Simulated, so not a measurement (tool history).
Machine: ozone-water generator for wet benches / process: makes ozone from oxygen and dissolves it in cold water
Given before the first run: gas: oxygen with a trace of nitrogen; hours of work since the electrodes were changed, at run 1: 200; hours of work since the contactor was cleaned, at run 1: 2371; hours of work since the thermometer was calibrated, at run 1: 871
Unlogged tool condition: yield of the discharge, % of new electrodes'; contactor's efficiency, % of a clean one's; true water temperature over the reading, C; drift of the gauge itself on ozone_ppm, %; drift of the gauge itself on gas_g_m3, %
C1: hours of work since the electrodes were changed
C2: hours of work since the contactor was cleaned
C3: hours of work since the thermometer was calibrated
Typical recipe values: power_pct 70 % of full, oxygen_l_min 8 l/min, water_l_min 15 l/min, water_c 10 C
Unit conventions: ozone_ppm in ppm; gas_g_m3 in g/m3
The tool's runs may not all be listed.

run 1 hour=0 | power_pct=70 oxygen_l_min=8 water_l_min=15 water_c=10 | C1=200 C2=2371 C3=871 | ozone_ppm=51.7 gas_g_m3=266.4
run 2 hour=22.9 | power_pct=70 oxygen_l_min=8 water_l_min=15 water_c=10 | C1=221 C2=2393 C3=892 | ozone_ppm=52.4 gas_g_m3=263.3
run 3 hour=44.3 | power_pct=70 oxygen_l_min=8 water_l_min=15 water_c=10 | C1=241 C2=2412 C3=912 | ozone_ppm=52.2 gas_g_m3=265.8
run 4 hour=70.1 | power_pct=70 oxygen_l_min=8 water_l_min=15 water_c=10 | C1=265 C2=2436 C3=936 | ozone_ppm=52.2 gas_g_m3=264.2
run 5 hour=98 | power_pct=70 oxygen_l_min=8 water_l_min=15 water_c=10 | C1=291 C2=2462 C3=962 | ozone_ppm=51.4 gas_g_m3=263.5
run 6 hour=119.5 | power_pct=70 oxygen_l_min=8 water_l_min=15 water_c=10 | C1=311 C2=2482 C3=982 | ozone_ppm=51.3 gas_g_m3=264.1
-- hour=125.4 contactor cleaned
run 7 hour=153.5 | power_pct=70 oxygen_l_min=8 water_l_min=9 water_c=10 | C1=338 C2=26 C3=1010 | ozone_ppm=67 gas_g_m3=262
run 8 hour=170.3 | power_pct=70 oxygen_l_min=8 water_l_min=9 water_c=10 | C1=354 C2=42 C3=1025 | ozone_ppm=67 gas_g_m3=263.6
run 9 hour=192.1 | power_pct=70 oxygen_l_min=4.01 water_l_min=11 water_c=11 | C1=374 C2=62 C3=1045 | ozone_ppm=54 gas_g_m3=327.5
-- hour=208.1 contactor cleaned, once more
run 10 hour=220.6 | power_pct=59 oxygen_l_min=8.34 water_l_min=10 water_c=15 | C1=397 C2=12 C3=1068 | ozone_ppm=50.3 gas_g_m3=226.6
run 11 hour=248.1 | power_pct=59 oxygen_l_min=12.02 water_l_min=16 water_c=15 | C1=422 C2=37 C3=1094 | ozone_ppm=40.6 gas_g_m3=202.5
run 12 hour=273 | power_pct=59 oxygen_l_min=12.02 water_l_min=16 water_c=15 | C1=446 C2=60 C3=1117 | ozone_ppm=40.2 gas_g_m3=202.8
run 13 hour=293.1 | power_pct=52 oxygen_l_min=9.98 water_l_min=17 water_c=10 | C1=464 C2=79 C3=1135 | ozone_ppm=38.9 gas_g_m3=193.7
run 14 hour=307 | power_pct=52 oxygen_l_min=9.98 water_l_min=17 water_c=10 | C1=477 C2=92 C3=1148 | ozone_ppm=38.5 gas_g_m3=193.2
run 15 hour=327.8 | power_pct=70 oxygen_l_min=5.57 water_l_min=15 water_c=10 | C1=496 C2=111 C3=1168 | ozone_ppm=48.7 gas_g_m3=292.7

3 options for the next run, each taken on its own from the tool as it stands now. Forecast them:
run A hour=351.5 | power_pct=70 oxygen_l_min=4.17 water_l_min=15 water_c=10 | C1=518 C2=133 C3=1190 | ozone_ppm=? gas_g_m3=?
run B hour=351.5 | power_pct=73 oxygen_l_min=6.62 water_l_min=11 water_c=10 | C1=518 C2=133 C3=1190 | ozone_ppm=? gas_g_m3=?
run C hour=351.5 | power_pct=70 oxygen_l_min=8.06 water_l_min=15 water_c=5 | C1=518 C2=133 C3=1190 | ozone_ppm=? gas_g_m3=?

run=A ozone_ppm=45.6 gas_g_m3=321
run=B ozone_ppm=63.5 gas_g_m3=290.4
run=C ozone_ppm=56.3 gas_g_m3=261.4
Stripped of hidden state, with their random variation kept, the same runs would have yielded:
run=A ozone_ppm=46.8 gas_g_m3=327.3
run=B ozone_ppm=65.2 gas_g_m3=296.3
run=C ozone_ppm=57.9 gas_g_m3=266.5
